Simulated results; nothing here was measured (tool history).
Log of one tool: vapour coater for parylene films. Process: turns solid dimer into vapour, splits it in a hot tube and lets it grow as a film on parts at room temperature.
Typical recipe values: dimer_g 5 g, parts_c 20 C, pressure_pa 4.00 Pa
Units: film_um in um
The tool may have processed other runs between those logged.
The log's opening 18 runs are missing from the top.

run,day,dimer_g,parts_c,pressure_pa,film_um
# day 32.992: trap's valve overhauled
19,34.725,4,20,4.00,0.89
20,37.425,4,20,4.00,0.86
# day 38.462: table's thermometer calibrated, once more
21,40.250,4,20,4.00,0.91
22,41.712,5,28,4.00,0.85
23,42.929,5,28,4.00,0.80
24,44.133,5,20,5.50,1.02
25,46.188,2,17,3.29,0.50
26,48.004,5,23,4.26,0.94
27,49.492,4,17,4.85,0.87
28,50.721,5,24,10.75,0.69
# day 51.092: trap's valve overhauled
29,53.438,5,16,7.05,1.16
30,55.179,2,20,5.11,0.42
31,57.083,8,20,10.06,1.46
32,59.725,8,20,10.06,1.40
33,62.112,2,29,4.22,0.33
34,64.562,2,29,4.22,0.31
35,66.058,5,20,2.52,1.17

What will run 36 give?
36,68.425,2,25,8.19,?

{"run 36": {"film_um": 0.29}}
Were there no unlogged condition in the tool, this run, its random variation unchanged, would have produced film_um 0.35 um.
